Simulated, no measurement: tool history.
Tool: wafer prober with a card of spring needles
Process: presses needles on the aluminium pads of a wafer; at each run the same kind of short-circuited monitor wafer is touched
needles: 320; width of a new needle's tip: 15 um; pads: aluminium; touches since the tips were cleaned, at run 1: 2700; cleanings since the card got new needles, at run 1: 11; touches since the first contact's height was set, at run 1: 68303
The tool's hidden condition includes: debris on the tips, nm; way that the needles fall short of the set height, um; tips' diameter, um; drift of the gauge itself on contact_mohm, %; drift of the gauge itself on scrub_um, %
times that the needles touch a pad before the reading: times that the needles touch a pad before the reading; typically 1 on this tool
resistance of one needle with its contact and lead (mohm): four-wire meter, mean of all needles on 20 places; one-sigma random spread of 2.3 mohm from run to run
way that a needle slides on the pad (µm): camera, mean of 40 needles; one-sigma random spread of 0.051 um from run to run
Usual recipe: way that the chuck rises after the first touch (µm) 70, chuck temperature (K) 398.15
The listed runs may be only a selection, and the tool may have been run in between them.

run	day	way that the chuck rises after the first touch (µm)	chuck temperature (K)	times that the needles touch a pad before the reading	touches since the tips were cleaned	cleanings since the card got new needles	touches since the first contact's height was set	resistance of one needle with its contact and lead (mohm)	way that a needle slides on the pad (µm)
1	0.000	70	398.15	1	2700	11	68303	264	16.19
# day 0.183: tips cleaned on abrasive film
2	0.258	70	398.15	1	1074	12	71946	264	16.16
# day 0.558: tips cleaned on abrasive film
3	0.642	70	325.15	1	1216	13	77464	248	16.23
# day 0.912: tips cleaned on abrasive film
4	0.933	70	305.15	1	326	14	81603	240	16.25
5	1.204	70	386.15	1	4188	14	85465	268	16.24
# day 1.279: tips cleaned on abrasive film
# day 1.642: tips cleaned on abrasive film
6	1.650	70	386.15	1	132	16	91778	265	16.21
7	1.850	72	398.15	1	3037	16	94683	265	16.71
# day 1.996: tips cleaned on abrasive film
8	2.229	77	310.15	1	3332	17	100069	241	17.86
# day 2.346: tips cleaned on abrasive film
9	2.583	77	310.15	1	3406	18	105145	239	17.93
# day 2.717: tips cleaned on abrasive film
10	2.971	70	306.15	2	3688	19	110686	240	16.30

Consider 4 possible next runs. They are alternatives, not a sequence: every one starts from the tool as it was left by run 10. What does each give?
# day 3.096: tips cleaned on abrasive film
A	3.329	69	394.15	2	3366	20	115753	?	?
# day 3.096: tips cleaned on abrasive film
B	3.329	73	398.15	2	3366	20	115753	?	?
# day 3.096: tips cleaned on abrasive film
C	3.329	57	315.15	1	3366	20	115753	?	?
# day 3.096: tips cleaned on abrasive film
D	3.329	70	323.15	1	3366	20	115753	?	?

run	resistance of one needle with its contact and lead (mohm)	way that a needle slides on the pad (µm)
A	266	16.13
B	269	16.94
C	245	13.30
D	247	16.24
Without the tool's hidden state the same runs would have given:
run	resistance of one needle with its contact and lead (mohm)	way that a needle slides on the pad (µm)
A	266	15.96
B	269	16.76
C	244	13.16
D	247	16.07
